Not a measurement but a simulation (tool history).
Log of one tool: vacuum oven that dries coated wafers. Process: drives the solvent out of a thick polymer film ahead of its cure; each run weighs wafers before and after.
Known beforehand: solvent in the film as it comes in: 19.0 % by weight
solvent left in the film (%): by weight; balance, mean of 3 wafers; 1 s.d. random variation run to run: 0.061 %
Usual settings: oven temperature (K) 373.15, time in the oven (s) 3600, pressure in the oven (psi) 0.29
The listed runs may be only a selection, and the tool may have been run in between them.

Run 1, hour 0: usual settings. Result: solvent left in the film (%) 4.06.
Run 2, hour 24.4: usual settings but time in the oven (s) 2400. Result: solvent left in the film (%) 5.65.
Run 3, hour 45.9: usual settings but time in the oven (s) 2400, pressure in the oven (psi) 0.635. Result: solvent left in the film (%) 7.91.
Run 4, hour 70: usual settings but time in the oven (s) 2400, pressure in the oven (psi) 0.635. Result: solvent left in the film (%) 7.94.
Run 5, hour 88.8: usual settings but time in the oven (s) 2400, pressure in the oven (psi) 0.635. Result: solvent left in the film (%) 7.83.
Run 6, hour 121.4: usual settings but time in the oven (s) 1980. Result: solvent left in the film (%) 6.6.
Run 7, hour 154.9: usual settings. Result: solvent left in the film (%) 4.18.
Run 8, hour 181.3: usual settings. Result: solvent left in the film (%) 3.94.
Run 9, hour 203.4: usual settings. Result: solvent left in the film (%) 4.04.
Run 10, hour 241.8: usual settings. Result: solvent left in the film (%) 4.18.
Run 11, hour 273: usual settings. Result: solvent left in the film (%) 4.21.
Run 12, hour 302.3: usual settings. Result: solvent left in the film (%) 4.16.
Run 13, hour 325.2: usual settings but pressure in the oven (psi) 0.146. Result: solvent left in the film (%) 3.16.
Run 14, hour 354.4: usual settings but pressure in the oven (psi) 0.146. Result: solvent left in the film (%) 3.2.
Run 15, hour 384.1: usual settings but pressure in the oven (psi) 0.146. Result: solvent left in the film (%) 3.25.
Run 16, hour 400: usual settings but pressure in the oven (psi) 0.146. Result: solvent left in the film (%) 3.22.
Run 17, hour 419.2: usual settings but pressure in the oven (psi) 0.146. Result: solvent left in the film (%) 3.2.
Run 18, hour 453.6: usual settings but pressure in the oven (psi) 0.146. Result: solvent left in the film (%) 3.29.
Run 19, hour 488.1: usual settings but pressure in the oven (psi) 0.146. Result: solvent left in the film (%) 3.25.
Run 20, hour 523.5: usual settings but pressure in the oven (psi) 0.146. Result: solvent left in the film (%) 3.23.
Run 21, hour 556.7: usual settings but pressure in the oven (psi) 0.146. Result: solvent left in the film (%) 3.3.
Run 22, hour 591.5: usual settings but pressure in the oven (psi) 0.146. Result: solvent left in the film (%) 3.23.
Run 23, hour 622: usual settings but oven temperature (K) 380.15, time in the oven (s) 3420, pressure in the oven (psi) 0.307. Result: solvent left in the film (%) 3.16.
Run 24, hour 641.9: usual settings but oven temperature (K) 380.15, time in the oven (s) 3420, pressure in the oven (psi) 0.307. Result: solvent left in the film (%) 3.2.
Run 25, hour 675.2: usual settings but oven temperature (K) 363.15, time in the oven (s) 1980, pressure in the oven (psi) 0.817. Result: solvent left in the film (%) 14.23.
Run 26, hour 705.5: usual settings but oven temperature (K) 387.15, time in the oven (s) 1980, pressure in the oven (psi) 0.245. Result: solvent left in the film (%) 2.92.
At hour 726.1: oven's thermocouples calibrated.
Run 27, hour 737.6: usual settings but oven temperature (K) 377.15, time in the oven (s) 4800, pressure in the oven (psi) 1.036. Result: solvent left in the film (%) 8.
Run 28, hour 770.6: usual settings but oven temperature (K) 361.15, time in the oven (s) 4800, pressure in the oven (psi) 1.036. Result: solvent left in the film (%) 14.54.
Run 29, hour 800.5: usual settings but oven temperature (K) 364.15, time in the oven (s) 3360, pressure in the oven (psi) 0.788. Result: solvent left in the film (%) 11.32.
Run 30, hour 820.6: usual settings but oven temperature (K) 387.15, time in the oven (s) 3360, pressure in the oven (psi) 0.438. Result: solvent left in the film (%) 2.64.
Run 31, hour 837.6: usual settings but pressure in the oven (psi) 1.125. Result: solvent left in the film (%) 10.15.
Run 32, hour 875: usual settings but oven temperature (K) 379.15. Result: solvent left in the film (%) 2.87.
Run 33, hour 902.8: usual settings but oven temperature (K) 379.15, time in the oven (s) 4500, pressure in the oven (psi) 0.186. Result: solvent left in the film (%) 1.9.
Run 34, hour 927: usual settings but oven temperature (K) 369.15, time in the oven (s) 2100, pressure in the oven (psi) 0.258. Result: solvent left in the film (%) 7.23.
Run 35, hour 962.9: usual settings but oven temperature (K) 375.15. Result: solvent left in the film (%) 3.64.
Run 36, hour 979.7: usual settings but pressure in the oven (psi) 0.599. Result: solvent left in the film (%) 6.55.
Run 37, hour 1015.2: usual settings but pressure in the oven (psi) 0.599. Result: solvent left in the film (%) 6.69.
Run 38, hour 1047.8: usual settings but pressure in the oven (psi) 0.599. Result: solvent left in the film (%) 6.58.
Run 39, hour 1085.8: usual settings but pressure in the oven (psi) 0.599. Result: solvent left in the film (%) 6.47.
Run 40, hour 1123.3: usual settings but pressure in the oven (psi) 0.599. Result: solvent left in the film (%) 6.49.
Run 41, hour 1141.8: usual settings but pressure in the oven (psi) 0.599. Result: solvent left in the film (%) 6.62.
Run 42, hour 1161.1: usual settings but pressure in the oven (psi) 0.599. Result: solvent left in the film (%) 6.63.
Run 43, hour 1187.6: usual settings but pressure in the oven (psi) 0.599. Result: solvent left in the film (%) 6.73.
Run 44, hour 1210.1: usual settings but pressure in the oven (psi) 0.599. Result: solvent left in the film (%) 6.74.

Predict each of these 4 candidate next runs independently; none follows another, all start after run 44:
Run A, hour 1245.5: usual settings but oven temperature (K) 379.15, time in the oven (s) 5820, pressure in the oven (psi) 0.599. Result: solvent left in the film (%) ?.
Run B, hour 1245.5: usual settings but pressure in the oven (psi) 1.085. Result: solvent left in the film (%) ?.
Run C, hour 1245.5: usual settings but pressure in the oven (psi) 0.377. Result: solvent left in the film (%) ?.
Run D, hour 1245.5: usual settings but oven temperature (K) 380.15, pressure in the oven (psi) 0.213. Result: solvent left in the film (%) ?.

run  solvent left in the film (%)
  A                          4.64
  B                         10.36
  C                          5.07
  D                           2.4
Without the tool's unlogged condition, the same runs would have read:
run  solvent left in the film (%)
  A                          3.96
  B                          9.49
  C                          4.27
  D                          1.78

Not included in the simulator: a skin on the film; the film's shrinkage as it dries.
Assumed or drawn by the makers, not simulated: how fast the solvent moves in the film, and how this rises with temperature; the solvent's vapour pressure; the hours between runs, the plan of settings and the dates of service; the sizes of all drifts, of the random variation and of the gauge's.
